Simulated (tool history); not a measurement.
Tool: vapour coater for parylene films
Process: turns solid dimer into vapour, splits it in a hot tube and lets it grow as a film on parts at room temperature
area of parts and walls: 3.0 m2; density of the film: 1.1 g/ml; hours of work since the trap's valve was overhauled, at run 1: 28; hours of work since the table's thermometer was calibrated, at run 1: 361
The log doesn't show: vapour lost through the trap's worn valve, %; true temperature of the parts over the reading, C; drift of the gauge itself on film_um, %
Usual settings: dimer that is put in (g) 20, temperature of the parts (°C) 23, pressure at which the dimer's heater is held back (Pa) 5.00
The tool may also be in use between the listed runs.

run,hour,dimer that is put in (g),temperature of the parts (°C),pressure at which the dimer's heater is held back (Pa),hours of work since the trap's valve was overhauled,hours of work since the table's thermometer was calibrated,thickness of the film (nm)
1,0.0,20,23,5.00,28,361,2870
2,14.5,20,23,5.00,39,372,2870
3,25.8,22,23,5.00,48,381,3170
4,37.2,22,23,5.00,56,389,3170
5,44.7,22,23,5.00,62,395,3150
6,54.4,22,23,5.00,69,402,3140
7,63.9,22,23,5.00,77,410,3110
8,72.8,22,23,5.00,83,416,3120
9,82.3,22,23,5.00,91,424,3130
10,93.0,22,34,5.00,99,432,2000
11,100.6,22,34,5.00,105,438,2000
12,107.7,22,34,5.00,110,443,2020
13,123.3,23,23,4.34,122,455,3300
14,132.4,23,23,4.34,129,462,3290
15,145.0,20,30,5.00,138,471,2110
16,152.2,20,32,5.00,144,477,1940
17,164.4,24,23,5.00,153,486,3390
18,175.7,10,23,5.00,162,495,1410
# hour 186.9: gauge calibrated
19,190.0,20,29,5.00,173,506,2250
20,203.5,26,19,5.00,183,516,4370
21,211.7,21,21,10.60,189,522,3040
22,219.1,20,23,3.56,195,528,2940
23,234.1,20,23,3.56,206,539,2940

Measured less the same run without the tool's hidden state. The same run-to-run variation is in both; the gauge's scatter may not be:
run,thickness of the film (nm)
1,+0
2,-10
3,-10
4,-20
5,-20
6,-30
7,-40
8,-40
9,-40
10,-30
11,-30
12,-40
13,-70
14,-70
15,-50
16,-40
17,-90
18,-40
19,+0
20,-10
21,-10
22,-10
23,-20
